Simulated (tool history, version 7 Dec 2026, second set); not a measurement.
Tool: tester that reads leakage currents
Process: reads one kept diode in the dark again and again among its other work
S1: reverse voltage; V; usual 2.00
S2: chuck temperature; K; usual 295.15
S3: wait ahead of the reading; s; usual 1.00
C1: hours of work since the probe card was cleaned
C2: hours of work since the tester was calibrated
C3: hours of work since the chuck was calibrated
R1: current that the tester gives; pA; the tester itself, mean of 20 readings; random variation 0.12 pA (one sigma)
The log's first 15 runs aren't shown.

run    hour     S1      S2    S3    C1    C2    C3      R1
 16   642.6   2.00  295.15  0.55  2391  1693  1621   39.34
 17   668.9   2.00  295.15  0.55  2409  1711  1638   39.35
 18   711.7   2.00  300.15  0.55  2437  1739  1667   60.78
 19   749.8   2.00  300.15  0.55  2463  1765  1693   60.57
 20   781.1   2.00  300.15  0.55  2484  1786  1714   60.73
 21   822.1   2.00  300.15  0.55  2511  1813  1741   60.77
 22   876.8  16.14  296.15  5.17  2548  1850  1778  121.70
 23   922.7  12.15  307.15  5.34  2579  1881  1809  261.21
 24   950.2  12.15  307.15  5.34  2597  1899  1827  259.42
 25   979.6   8.43  304.15  6.45  2617  1919  1847  170.43
 26  1026.9   3.77  326.15  2.39  2649  1951  1878  656.78
     1038.0  -- chuck's temperature calibrated
 27  1086.2   3.77  326.15  2.39  2687  1989    32  604.40
     1093.9  -- probe card cleaned and baked
 28  1142.8   2.00  297.15  4.55    33  2025    68   43.96
 29  1191.6   2.00  297.15  4.55    66  2058   101   44.23
 30  1246.3  14.47  303.15  2.60   102  2094   138  195.12
 31  1274.8   7.90  320.15  1.92   121  2113   157  549.88
 32  1319.7   7.90  320.15  1.92   151  2144   187  550.45
 33  1370.8   4.25  300.15  1.92   186  2178   221   83.66
 34  1411.5   7.72  301.15  1.36   213  2205   248  122.31
     1433.9  -- probe card cleaned and baked, once more
 35  1460.6   7.72  295.15  0.36    18  2236   279   68.18
 36  1486.3   1.54  330.15  1.00    35  2253   297  542.38
 37  1523.3   2.00  296.15  6.21    60  2278   321   39.05
 38  1569.5   6.01  296.15  6.21    91  2309   352   65.39
 39  1628.3   6.90  303.15  0.42   130  2349   392  130.13
 40  1652.5   2.70  296.15  0.44   147  2365   408   45.55

Forecast each of these 4 alternatives for the next run:
  A  1698.5   2.70  328.15  3.77  177  2396  439   ?
  B  1698.5   1.97  295.15  3.22  177  2396  439   ?
  C  1698.5  19.54  295.15  0.33  177  2396  439   ?
  D  1698.5   1.93  324.15  5.22  177  2396  439   ?

run      R1
  A  607.30
  B   35.64
  C  109.42
  D  384.46
Without the tool's hidden state the same runs would have given:
run      R1
  A  589.60
  B   34.33
  C  104.81
  D  373.03
